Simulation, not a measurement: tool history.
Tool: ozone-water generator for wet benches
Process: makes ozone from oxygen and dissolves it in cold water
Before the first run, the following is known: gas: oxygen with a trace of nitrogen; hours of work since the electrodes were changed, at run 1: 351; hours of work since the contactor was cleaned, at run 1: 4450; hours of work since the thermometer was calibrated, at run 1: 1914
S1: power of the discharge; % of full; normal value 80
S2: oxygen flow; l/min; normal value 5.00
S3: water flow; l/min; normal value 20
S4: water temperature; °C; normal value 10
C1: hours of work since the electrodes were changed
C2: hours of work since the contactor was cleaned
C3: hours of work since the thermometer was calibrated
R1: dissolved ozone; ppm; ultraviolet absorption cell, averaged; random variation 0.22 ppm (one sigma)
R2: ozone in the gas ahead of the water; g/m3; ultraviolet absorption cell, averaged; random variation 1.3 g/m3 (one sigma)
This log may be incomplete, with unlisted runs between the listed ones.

run,day,S1,S2,S3,S4,C1,C2,C3,R1,R2
1,0.000,80,5.00,20,10,351,4450,1914,33.3,246.4
2,4.667,80,5.00,20,10,458,4557,2022,33.5,246.2
# day 7.867: contactor cleaned
3,9.779,80,5.00,20,10,572,44,2136,33.0,246.8
4,12.800,80,5.00,20,10,642,114,2205,32.5,246.3
5,18.142,80,5.00,20,10,765,237,2328,32.7,246.4
6,21.517,80,5.00,20,10,842,314,2406,33.1,245.9
7,24.867,80,5.00,20,10,920,392,2483,32.8,244.1
8,29.725,80,5.00,20,10,1032,504,2595,33.1,243.8
9,33.696,80,5.00,20,10,1123,595,2687,33.2,246.1
10,37.571,80,5.00,20,10,1212,684,2776,33.0,247.8
11,40.350,80,5.00,20,10,1276,748,2840,33.0,245.6
12,43.242,80,5.00,20,10,1343,815,2907,32.9,246.2
13,47.025,80,5.00,20,10,1430,902,2994,33.0,244.2
14,51.050,80,5.00,20,10,1523,995,3087,32.7,245.9
15,56.675,80,5.00,20,11,1652,1124,3216,33.0,244.9
16,60.862,80,7.96,20,12,1749,1221,3313,32.4,188.4
17,66.596,62,2.50,20,12,1881,1353,3445,24.8,305.7
18,70.817,62,2.50,20,12,1978,1450,3542,24.7,303.1
19,75.417,62,2.50,20,12,2084,1556,3648,24.6,302.4
20,78.246,62,2.50,20,12,2149,1621,3713,24.6,303.4
21,83.671,62,2.50,20,12,2274,1746,3838,24.8,303.0

Below are 4 alternative next runs, each starting from the tool's condition after run 21. Predict each:
A,86.117,96,8.87,20,6,2331,1803,3894,?,?
B,86.117,62,5.10,20,12,2331,1803,3894,?,?
C,86.117,46,5.00,20,6,2331,1803,3894,?,?
D,86.117,51,6.12,20,10,2331,1803,3894,?,?

run,R1,R2
A,40.0,204.6
B,27.4,203.7
C,23.5,166.9
D,24.7,160.6
Without the tool's hidden state the same runs would have given:
run,R1,R2
A,40.0,204.7
B,27.4,203.8
C,23.5,167.0
D,24.7,160.6
